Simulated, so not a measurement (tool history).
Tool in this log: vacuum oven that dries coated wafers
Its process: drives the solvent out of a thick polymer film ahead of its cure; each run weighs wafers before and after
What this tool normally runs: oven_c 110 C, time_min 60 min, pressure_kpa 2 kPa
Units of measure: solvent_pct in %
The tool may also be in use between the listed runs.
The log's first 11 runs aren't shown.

run,day,oven_c,time_min,pressure_kpa,hours of work since the thermocouples were calibrated,hours of work since the vacuum gauge was cleaned of residue,solvent_pct
12,19.171,110,60,2,269,1474,3.62
13,20.225,110,60,2.35,288,1493,3.82
14,21.925,110,60,2,319,1524,3.65
15,23.317,110,70,2,344,1550,2.91
16,24.292,110,70,2,362,1567,2.96
17,26.104,97,105,5.19,395,1600,6.24
18,27.288,110,31,1.51,417,1622,7.67
19,29.267,112,46,2,453,1658,4.72
20,30.917,112,81,2.62,483,1688,2.39
21,32.5,111,36,1.38,512,1717,6.32
22,33.983,111,36,1.38,539,1744,6.39
23,35.542,110,49,1.53,567,1773,4.63
24,37.508,110,60,1.52,603,1808,3.53
25,39.217,110,60,1.52,635,1840,3.56
26,41.462,102,52,6.89,676,1881,9.24
27,43.483,99,60,2,712,1917,6.75
28,45.521,110,71,2,750,1955,3.05
29,47.625,122,32,7.35,788,1993,6.15
# day 49.45: oven's thermocouples calibrated
30,49.817,122,32,7.35,7,2032,5.82
31,51.833,122,32,7.35,43,2068,5.82

Predict each of these 3 candidate next runs independently; none follows another, all start after run 31:
# day 53.175: vacuum gauge cleaned of residue and calibrated
A,54.15,110,69,4.13,85,18,?
# day 53.175: vacuum gauge cleaned of residue and calibrated
B,54.15,122,32,3.92,85,18,?
# day 53.175: vacuum gauge cleaned of residue and calibrated
C,54.15,112,60,2,85,18,?

run,solvent_pct
A,3.68
B,4.8
C,3.02
What these runs would have given with no unlogged condition in the tool:
run,solvent_pct
A,3.68
B,4.8
C,3.02

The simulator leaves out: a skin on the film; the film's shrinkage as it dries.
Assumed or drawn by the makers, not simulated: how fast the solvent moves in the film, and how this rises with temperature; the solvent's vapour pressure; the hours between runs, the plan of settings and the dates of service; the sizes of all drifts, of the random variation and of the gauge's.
